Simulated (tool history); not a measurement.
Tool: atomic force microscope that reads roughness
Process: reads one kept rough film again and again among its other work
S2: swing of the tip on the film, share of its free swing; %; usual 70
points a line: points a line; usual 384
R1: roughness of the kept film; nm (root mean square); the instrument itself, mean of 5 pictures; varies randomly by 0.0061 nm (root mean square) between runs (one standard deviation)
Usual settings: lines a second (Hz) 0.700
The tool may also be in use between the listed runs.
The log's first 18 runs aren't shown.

Run 19, hour 191.7: usual settings but S2 59 %. Result: R1 1.099 nm (root mean square).
Run 20, hour 204.6: usual settings but S2 86 %. Result: R1 1.011 nm (root mean square).
At hour 211.4: new tip fitted.
Run 21, hour 214.3: usual settings but S2 86 %. Result: R1 1.083 nm (root mean square).
At hour 216.2: height scale calibrated on a step standard.
Run 22, hour 223.3: usual settings but lines a second (Hz) 0.621, S2 86 %, points a line 587. Result: R1 1.081 nm (root mean square).
Run 23, hour 231.1: usual settings but lines a second (Hz) 0.621, S2 86 %, points a line 906. Result: R1 1.080 nm (root mean square).
Run 24, hour 240.6: usual settings but S2 64 %, points a line 322. Result: R1 1.123 nm (root mean square).
Run 25, hour 247.9: usual settings but S2 64 %, points a line 322. Result: R1 1.117 nm (root mean square).
Run 26, hour 258.8: usual settings but lines a second (Hz) 3.452, S2 71 %. Result: R1 0.935 nm (root mean square).
At hour 261.0: height scale calibrated on a step standard, once more.
Run 27, hour 269.5: usual settings but lines a second (Hz) 3.452, S2 71 %. Result: R1 0.934 nm (root mean square).
Run 28, hour 282.8: usual settings but lines a second (Hz) 3.452, S2 74 %, points a line 841. Result: R1 0.895 nm (root mean square).
Run 29, hour 290.5: usual settings but lines a second (Hz) 3.363, S2 71 %. Result: R1 0.925 nm (root mean square).
Run 30, hour 300.2: usual settings but lines a second (Hz) 3.363, S2 63 %. Result: R1 0.990 nm (root mean square).
Run 31, hour 311.3: usual settings but lines a second (Hz) 3.953. Result: R1 0.900 nm (root mean square).
Run 32, hour 318.2: usual settings but lines a second (Hz) 3.953. Result: R1 0.880 nm (root mean square).
At hour 321.9: new tip fitted.
Run 33, hour 327.0: usual settings but lines a second (Hz) 3.953, S2 85 %, points a line 350. Result: R1 0.764 nm (root mean square).
Run 34, hour 337.1: usual settings but lines a second (Hz) 3.953, S2 85 %, points a line 350. Result: R1 0.767 nm (root mean square).
Run 35, hour 343.0: usual settings but lines a second (Hz) 3.953, points a line 620. Result: R1 0.944 nm (root mean square).
Run 36, hour 354.0: usual settings but S2 78 %, points a line 886. Result: R1 1.096 nm (root mean square).
Run 37, hour 361.4: usual settings but S2 78 %, points a line 886. Result: R1 1.087 nm (root mean square).
Run 38, hour 373.4: usual settings but lines a second (Hz) 0.822, S2 69 %, points a line 492. Result: R1 1.098 nm (root mean square).
Run 39, hour 380.3: usual settings but lines a second (Hz) 0.822, S2 69 %, points a line 492. Result: R1 1.093 nm (root mean square).
Run 40, hour 393.7: usual settings but S2 67 %, points a line 897. Result: R1 1.103 nm (root mean square).
Run 41, hour 400.5: usual settings but lines a second (Hz) 3.126, S2 78 %, points a line 1009. Result: R1 0.876 nm (root mean square).
Run 42, hour 411.3: usual settings but lines a second (Hz) 0.601, S2 89 %, points a line 1009. Result: R1 1.034 nm (root mean square).

Forecast each of these 5 alternatives for the next run:
Run A, hour 425.0: usual settings but lines a second (Hz) 1.050, S2 72 %, points a line 879. Result: R1 ?.
Run B, hour 425.0: usual settings but lines a second (Hz) 0.601, S2 59 %, points a line 277. Result: R1 ?.
Run C, hour 425.0: usual settings but lines a second (Hz) 1.700, S2 82 %. Result: R1 ?.
Run D, hour 425.0: usual settings but lines a second (Hz) 1.772. Result: R1 ?.
Run E, hour 425.0: usual settings but lines a second (Hz) 1.913, S2 89 %, points a line 281. Result: R1 ?.

run     R1
  A  1.047
  B  1.087
  C  0.931
  D  1.005
  E  0.848
Had the tool no hidden state, the same runs would have come out as:
run     R1
  A  1.114
  B  1.157
  C  0.991
  D  1.069
  E  0.903
